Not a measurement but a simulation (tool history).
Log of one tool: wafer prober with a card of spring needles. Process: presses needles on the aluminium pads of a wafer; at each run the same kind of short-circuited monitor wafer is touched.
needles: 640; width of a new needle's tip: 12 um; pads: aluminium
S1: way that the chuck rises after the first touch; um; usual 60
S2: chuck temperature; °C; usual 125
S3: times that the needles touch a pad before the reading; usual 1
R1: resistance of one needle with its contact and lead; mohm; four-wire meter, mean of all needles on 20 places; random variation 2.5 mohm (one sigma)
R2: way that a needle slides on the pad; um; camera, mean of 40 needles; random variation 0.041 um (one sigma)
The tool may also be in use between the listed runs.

run    day  S1   S2  S3   R1     R2
  1      0  60  125   1  306   9.15
  2  0.533  60  125   1  351   9.23
  3  0.942  60   88   1  365    9.1
     1.021  -- tips cleaned on abrasive film
  4   1.85  60  125   1  403   9.19
     2.142  -- tips cleaned on abrasive film
  5  2.229  60  125   1  311   9.17
  6  2.762  60  125   1  350   9.16
     3.229  -- tips cleaned on abrasive film
  7  3.438  60  125   1  317   9.15
     3.488  -- tips cleaned on abrasive film, once more
  8  3.988  60  125   3  305   9.17
     4.604  -- tips cleaned on abrasive film
  9  4.767  60  125   2  302   9.06
 10  5.254  76  125   2  316  11.54
     5.717  -- tips cleaned on abrasive film
 11  5.804  76  125   2  291  11.56
 12  6.183  47   26   1  354   7.12
     6.833  -- tips cleaned on abrasive film
 13  6.854  47   55   1  282   7.04
 14  7.362  47   55   2  328   7.12
 15  7.742  59   77   2  331   8.88
     7.921  -- tips cleaned on abrasive film
 16   8.35  46   44   2  325   6.86
     9.012  -- tips cleaned on abrasive film
 17  9.029  44   64   3  278   6.55
 18  9.408  44   64   3  304   6.59

5 ways to go on from here, each from the tool as it stands after run 18. What would each give?
  A  9.829  62   83   2   ?   ?
  B  9.829  75   67   2   ?   ?
  C  9.829  60   68   3   ?   ?
  D  9.829  67   66   2   ?   ?
  E  9.829  48  125   1   ?   ?

run   R1     R2
  A  324    9.4
  B  300  11.37
  C  301   9.05
  D  308  10.16
  E  404   7.23
Without the tool's hidden state the same runs would have given:
run   R1     R2
  A  277   9.56
  B  266  11.54
  C  271   9.22
  D  267  10.32
  E  291    7.4

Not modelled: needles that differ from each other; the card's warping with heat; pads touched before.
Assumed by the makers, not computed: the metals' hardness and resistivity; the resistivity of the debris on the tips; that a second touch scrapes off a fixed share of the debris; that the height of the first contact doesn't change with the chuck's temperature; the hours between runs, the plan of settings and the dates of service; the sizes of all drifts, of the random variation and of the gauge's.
